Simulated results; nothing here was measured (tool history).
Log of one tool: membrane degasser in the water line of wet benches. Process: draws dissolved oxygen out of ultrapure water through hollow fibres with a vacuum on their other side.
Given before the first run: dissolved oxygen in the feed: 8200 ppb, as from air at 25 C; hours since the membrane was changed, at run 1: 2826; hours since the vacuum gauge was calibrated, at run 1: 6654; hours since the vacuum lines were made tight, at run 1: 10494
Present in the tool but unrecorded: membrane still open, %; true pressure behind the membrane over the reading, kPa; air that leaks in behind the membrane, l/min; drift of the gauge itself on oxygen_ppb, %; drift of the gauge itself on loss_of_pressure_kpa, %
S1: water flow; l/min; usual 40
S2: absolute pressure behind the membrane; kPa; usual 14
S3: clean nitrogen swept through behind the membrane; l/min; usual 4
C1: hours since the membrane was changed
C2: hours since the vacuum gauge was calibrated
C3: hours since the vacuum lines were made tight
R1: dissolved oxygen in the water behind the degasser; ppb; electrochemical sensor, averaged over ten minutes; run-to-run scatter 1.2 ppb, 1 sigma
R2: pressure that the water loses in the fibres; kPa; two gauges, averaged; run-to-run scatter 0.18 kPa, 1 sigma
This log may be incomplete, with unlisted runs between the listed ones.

run 1 hour=0 | S1=40 S2=14 S3=4 | C1=2826 C2=6654 C3=10494 | R1=315.6 R2=57.8
-- hour=48.4 vacuum gauge calibrated
run 2 hour=206.9 | S1=40 S2=14 S3=4 | C1=3033 C2=158 C3=10700 | R1=311.7 R2=57.73
run 3 hour=357.2 | S1=40 S2=14 S3=4 | C1=3183 C2=309 C3=10850 | R1=313.9 R2=57.89
run 4 hour=586.5 | S1=40 S2=14 S3=4 | C1=3412 C2=538 C3=11080 | R1=315.3 R2=57.96
run 5 hour=824.7 | S1=40 S2=14 S3=4 | C1=3651 C2=776 C3=11318 | R1=314.8 R2=57.5
run 6 hour=1065.5 | S1=40 S2=14 S3=4 | C1=3891 C2=1017 C3=11559 | R1=314.9 R2=57.76
run 7 hour=1213.4 | S1=40 S2=14 S3=4 | C1=4039 C2=1165 C3=11707 | R1=313 R2=58.01
run 8 hour=1344.9 | S1=40 S2=14 S3=4 | C1=4171 C2=1296 C3=11838 | R1=312.7 R2=57.62
run 9 hour=1473.4 | S1=40 S2=14 S3=4 | C1=4299 C2=1425 C3=11967 | R1=314.5 R2=57.7
run 10 hour=1730.2 | S1=40 S2=14 S3=4 | C1=4556 C2=1682 C3=12223 | R1=316.2 R2=57.53
run 11 hour=1848.4 | S1=40 S2=14 S3=8.96 | C1=4674 C2=1800 C3=12342 | R1=182.3 R2=57.97
run 12 hour=1974 | S1=45 S2=14 S3=4 | C1=4800 C2=1926 C3=12467 | R1=362 R2=65.51
run 13 hour=2158.6 | S1=45 S2=14 S3=4 | C1=4984 C2=2110 C3=12652 | R1=364.8 R2=65.09
run 14 hour=2294.5 | S1=40 S2=19.3 S3=4 | C1=5120 C2=2246 C3=12788 | R1=433.7 R2=58.44
run 15 hour=2440.8 | S1=40 S2=19.3 S3=4 | C1=5267 C2=2392 C3=12934 | R1=432.5 R2=57.95
run 16 hour=2642.8 | S1=45 S2=19.3 S3=4 | C1=5469 C2=2594 C3=13136 | R1=495.1 R2=65.43
run 17 hour=2803.6 | S1=48 S2=14 S3=6.84 | C1=5629 C2=2755 C3=13297 | R1=281.2 R2=69.84
run 18 hour=3052 | S1=48 S2=13.4 S3=11.39 | C1=5878 C2=3004 C3=13545 | R1=206.5 R2=70.05
run 19 hour=3311.4 | S1=31 S2=8.5 S3=5.29 | C1=6137 C2=3263 C3=13805 | R1=111.1 R2=44.76
run 20 hour=3450.9 | S1=28 S2=30.4 S3=3 | C1=6277 C2=3402 C3=13944 | R1=598.1 R2=40.86
run 21 hour=3677.5 | S1=31 S2=30.4 S3=1.88 | C1=6503 C2=3629 C3=14171 | R1=952.5 R2=45.09
run 22 hour=3836.9 | S1=49 S2=14 S3=2.66 | C1=6663 C2=3788 C3=14330 | R1=533.9 R2=71.86
run 23 hour=3980.7 | S1=56 S2=13.2 S3=9.19 | C1=6806 C2=3932 C3=14474 | R1=286.5 R2=82.09
run 24 hour=4135.9 | S1=37 S2=9 S3=2.67 | C1=6962 C2=4087 C3=14629 | R1=241 R2=53.86
run 25 hour=4337.2 | S1=37 S2=9 S3=2.67 | C1=7163 C2=4289 C3=14830 | R1=243.1 R2=54.05
run 26 hour=4591 | S1=51 S2=9 S3=2.67 | C1=7417 C2=4543 C3=15084 | R1=364.1 R2=74.85
run 27 hour=4774.5 | S1=51 S2=9 S3=2.67 | C1=7600 C2=4726 C3=15268 | R1=362.7 R2=74.34
run 28 hour=4902.8 | S1=27 S2=8.6 S3=2.17 | C1=7729 C2=4854 C3=15396 | R1=183.9 R2=39.5
run 29 hour=5066.6 | S1=26 S2=22.4 S3=6.67 | C1=7892 C2=5018 C3=15560 | R1=205.5 R2=38.12
run 30 hour=5240.7 | S1=55 S2=9.7 S3=2.93 | C1=8066 C2=5192 C3=15734 | R1=407.2 R2=80.32
run 31 hour=5405.8 | S1=47 S2=18.1 S3=2.93 | C1=8232 C2=5357 C3=15899 | R1=613.8 R2=69.01
run 32 hour=5568.4 | S1=40 S2=17.6 S3=4 | C1=8394 C2=5520 C3=16062 | R1=399.6 R2=58.64

Predict each of these 3 candidate next runs independently; none follows another, all start after run 32:
run A hour=5848.9 | S1=40 S2=11.4 S3=4 | C1=8675 C2=5800 C3=16342 | R1=? R2=?
run B hour=5848.9 | S1=28 S2=17.6 S3=4 | C1=8675 C2=5800 C3=16342 | R1=? R2=?
run C hour=5848.9 | S1=44 S2=14 S3=4 | C1=8675 C2=5800 C3=16342 | R1=? R2=?

run=A R1=262.5 R2=58.37
run=B R1=268.5 R2=41.29
run=C R1=359.7 R2=64.16
Without the tool's hidden state the same runs would have given:
run=A R1=248.7 R2=56.9
run=B R1=257.5 R2=40.25
run=C R1=343.8 R2=62.55

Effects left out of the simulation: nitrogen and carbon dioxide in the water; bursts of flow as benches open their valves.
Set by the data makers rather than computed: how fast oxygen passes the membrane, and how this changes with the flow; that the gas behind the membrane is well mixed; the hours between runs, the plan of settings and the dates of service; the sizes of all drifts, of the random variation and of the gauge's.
